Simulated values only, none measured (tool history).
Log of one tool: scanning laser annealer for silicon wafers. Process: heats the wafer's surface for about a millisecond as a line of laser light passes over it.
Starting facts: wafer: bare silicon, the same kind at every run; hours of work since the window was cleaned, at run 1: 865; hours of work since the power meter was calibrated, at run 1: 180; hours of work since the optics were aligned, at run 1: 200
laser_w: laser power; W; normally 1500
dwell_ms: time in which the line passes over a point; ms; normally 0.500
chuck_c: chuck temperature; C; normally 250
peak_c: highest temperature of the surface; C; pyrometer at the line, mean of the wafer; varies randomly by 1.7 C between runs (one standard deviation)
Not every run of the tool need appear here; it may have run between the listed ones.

run	hour	laser_w	dwell_ms	chuck_c	hours of work since the window was cleaned	hours of work since the power meter was calibrated	hours of work since the optics were aligned	peak_c
1	0.0	1500	0.500	250	865	180	200	1028
2	6.0	1500	0.512	250	868	183	203	1035
3	14.1	1500	0.512	250	872	187	207	1037
4	23.3	1500	0.512	250	876	191	211	1035
5	32.0	1500	0.512	250	881	196	215	1036
6	41.3	1500	0.500	250	885	200	220	1023
7	48.3	1500	0.500	250	888	203	223	1026
8	57.4	1440	0.500	250	893	208	227	992
9	65.0	1440	0.500	250	896	211	231	997
10	69.1	1440	0.500	250	898	213	233	991
11	73.9	1431	0.500	250	901	216	235	989
12	81.6	1431	0.500	250	904	219	239	987
13	90.3	1431	0.500	250	908	224	243	990
14	94.6	1431	0.500	242	910	226	245	980
# hour 97.4: window over the wafer cleaned
15	106.4	1500	0.500	250	4	230	250	1016
16	112.3	1556	0.500	225	7	233	253	1018
17	121.9	1411	0.500	225	12	238	257	944
# hour 126.1: window over the wafer cleaned, once more
18	128.9	1411	0.496	225	1	240	260	983
19	134.3	1328	0.500	263	4	243	262	980
20	140.6	1590	0.500	250	7	246	265	1105
21	146.7	1531	0.439	245	10	249	268	1009
22	156.0	1557	0.494	266	14	253	272	1096
23	165.4	1314	0.494	237	19	258	277	942
24	174.5	1321	0.535	233	23	262	281	974
25	183.4	1321	0.535	233	27	266	286	972
26	188.7	1321	0.535	233	30	269	288	975
27	193.5	1302	0.500	250	32	271	290	952
28	202.1	1302	0.500	250	36	275	295	952
29	209.2	1302	0.507	244	40	278	298	952

Forecast each of these 3 alternatives for the next run:
A	213.4	1644	0.486	231	42	280	300	?
B	213.4	1399	0.500	250	42	280	300	?
C	213.4	1627	0.496	215	42	280	300	?

run	peak_c
A	1097
B	1001
C	1082
Take away the tool's hidden state, keep each run's random variation, and the runs would have read:
run	peak_c
A	1103
B	1006
C	1088
